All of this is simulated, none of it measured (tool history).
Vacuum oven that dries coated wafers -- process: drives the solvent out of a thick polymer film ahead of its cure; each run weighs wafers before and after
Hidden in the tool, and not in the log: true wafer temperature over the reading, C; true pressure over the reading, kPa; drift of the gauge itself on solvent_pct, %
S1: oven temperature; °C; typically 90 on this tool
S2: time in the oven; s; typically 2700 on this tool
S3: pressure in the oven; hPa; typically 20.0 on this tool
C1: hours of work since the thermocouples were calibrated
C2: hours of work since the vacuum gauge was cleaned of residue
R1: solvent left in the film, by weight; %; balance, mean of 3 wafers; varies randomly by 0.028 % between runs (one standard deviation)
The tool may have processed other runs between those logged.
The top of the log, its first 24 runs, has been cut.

| run | day | S1 | S2 | S3 | C1 | C2 | R1 |
|---|---|---|---|---|---|---|---|
| 25 | 49.558 | 102 | 1320 | 42.4 | 1270 | 116 | 2.21 |
| 26 | 52.321 | 78 | 2820 | 10.6 | 1307 | 153 | 2.47 |
| 27 | 54.846 | 88 | 2700 | 20.0 | 1340 | 186 | 1.78 |
| 28 | 56.442 | 99 | 3120 | 12.3 | 1362 | 208 | 0.61 |
| 29 | 59.146 | 99 | 3120 | 12.3 | 1398 | 244 | 0.63 |
| 30 | 61.788 | 98 | 2280 | 66.4 | 1433 | 279 | 3.13 |
| 31 | 63.117 | 93 | 3060 | 20.0 | 1451 | 297 | 1.23 |
| 32 | 64.275 | 83 | 1380 | 28.6 | 1466 | 312 | 5.01 |
| 33 | 66.250 | 92 | 3240 | 37.8 | 1492 | 338 | 2.29 |
| 34 | 68.479 | 83 | 4800 | 17.8 | 1522 | 368 | 1.61 |
| 35 | 71.100 | 90 | 3600 | 20.0 | 1557 | 403 | 1.43 |
|  | 71.779 | oven's thermocouples calibrated |
| 36 | 73.838 | 80 | 3600 | 21.5 | 27 | 438 | 2.98 |
| 37 | 75.908 | 86 | 3960 | 66.9 | 55 | 466 | 5.39 |

3 ways to go on from here, each from the tool as it stands after run 37. What would each give?
| A | 78.267 | 86 | 3960 | 37.3 | 86 | 497 | ? |
| B | 78.267 | 90 | 2160 | 33.6 | 86 | 497 | ? |
| C | 78.267 | 99 | 3960 | 32.7 | 86 | 497 | ? |

| run | R1 |
|---|---|
| A | 3.18 |
| B | 3.00 |
| C | 1.70 |
What these runs would have given with no unlogged condition in the tool:
| run | R1 |
|---|---|
| A | 2.98 |
| B | 2.83 |
| C | 1.58 |
